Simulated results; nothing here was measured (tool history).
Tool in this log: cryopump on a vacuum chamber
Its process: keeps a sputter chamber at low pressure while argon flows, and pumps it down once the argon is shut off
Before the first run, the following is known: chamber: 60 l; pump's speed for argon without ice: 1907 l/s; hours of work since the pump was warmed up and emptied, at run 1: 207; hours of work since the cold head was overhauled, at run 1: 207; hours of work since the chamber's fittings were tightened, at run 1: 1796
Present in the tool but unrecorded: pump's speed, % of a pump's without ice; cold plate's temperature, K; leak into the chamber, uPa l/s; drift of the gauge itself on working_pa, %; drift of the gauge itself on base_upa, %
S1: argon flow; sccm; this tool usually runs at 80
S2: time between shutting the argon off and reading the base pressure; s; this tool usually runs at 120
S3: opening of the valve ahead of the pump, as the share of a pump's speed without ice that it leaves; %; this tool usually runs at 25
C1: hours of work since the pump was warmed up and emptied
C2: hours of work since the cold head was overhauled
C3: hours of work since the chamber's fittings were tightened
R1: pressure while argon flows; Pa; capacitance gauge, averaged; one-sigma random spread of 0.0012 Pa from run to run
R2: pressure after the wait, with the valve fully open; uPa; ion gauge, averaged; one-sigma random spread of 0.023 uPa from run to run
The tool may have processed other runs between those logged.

| run | hour | S1 | S2 | S3 | C1 | C2 | C3 | R1 | R2 |
|---|---|---|---|---|---|---|---|---|---|
| 1 | 0 | 80 | 120 | 25 | 207 | 207 | 1796 | 0.2861 | 1.34 |
| 2 | 17 | 80 | 120 | 20 | 216 | 216 | 1805 | 0.3567 | 1.3 |
| 3 | 40.8 | 80 | 120 | 25 | 228 | 228 | 1817 | 0.2876 | 1.31 |
| 4 | 74.7 | 80 | 120 | 25 | 246 | 246 | 1835 | 0.2853 | 1.34 |
| 5 | 95.8 | 80 | 120 | 25 | 257 | 257 | 1846 | 0.2863 | 1.33 |
| 6 | 122.2 | 73 | 120 | 25 | 271 | 271 | 1860 | 0.2598 | 1.35 |
| 7 | 149.8 | 73 | 120 | 23 | 286 | 286 | 1875 | 0.2831 | 1.33 |
| 8 | 185.9 | 73 | 120 | 23 | 305 | 305 | 1894 | 0.2844 | 1.39 |
| 9 | 214.6 | 73 | 120 | 23 | 320 | 320 | 1909 | 0.2849 | 1.33 |
| 10 | 246.1 | 73 | 120 | 23 | 336 | 336 | 1925 | 0.2841 | 1.39 |
| 11 | 271.3 | 84 | 139 | 18 | 350 | 350 | 1939 | 0.4182 | 1.34 |
| 12 | 301.4 | 84 | 139 | 18 | 365 | 365 | 1955 | 0.4199 | 1.3 |
| 13 | 329 | 96 | 34 | 60 | 380 | 380 | 1969 | 0.1476 | 2.75 |
| 14 | 357.7 | 96 | 34 | 60 | 395 | 395 | 1984 | 0.1472 | 2.75 |
| 15 | 378.7 | 96 | 34 | 60 | 406 | 406 | 1995 | 0.1493 | 2.83 |

Branching from run 15: 4 alternative next runs. What would each branch give?
| A | 409.7 | 71 | 120 | 34 | 422 | 422 | 2012 | ? | ? |
| B | 409.7 | 35 | 202 | 20 | 422 | 422 | 2012 | ? | ? |
| C | 409.7 | 77 | 97 | 52 | 422 | 422 | 2012 | ? | ? |
| D | 409.7 | 80 | 237 | 26 | 422 | 422 | 2012 | ? | ? |

| run | R1 | R2 |
|---|---|---|
| A | 0.1915 | 1.4 |
| B | 0.1579 | 1.19 |
| C | 0.1373 | 1.56 |
| D | 0.2786 | 1.14 |
Without the tool's hidden state the same runs would have given:
| run | R1 | R2 |
|---|---|---|
| A | 0.1864 | 0.7 |
| B | 0.1554 | 0.51 |
| C | 0.1318 | 0.85 |
| D | 0.2729 | 0.43 |
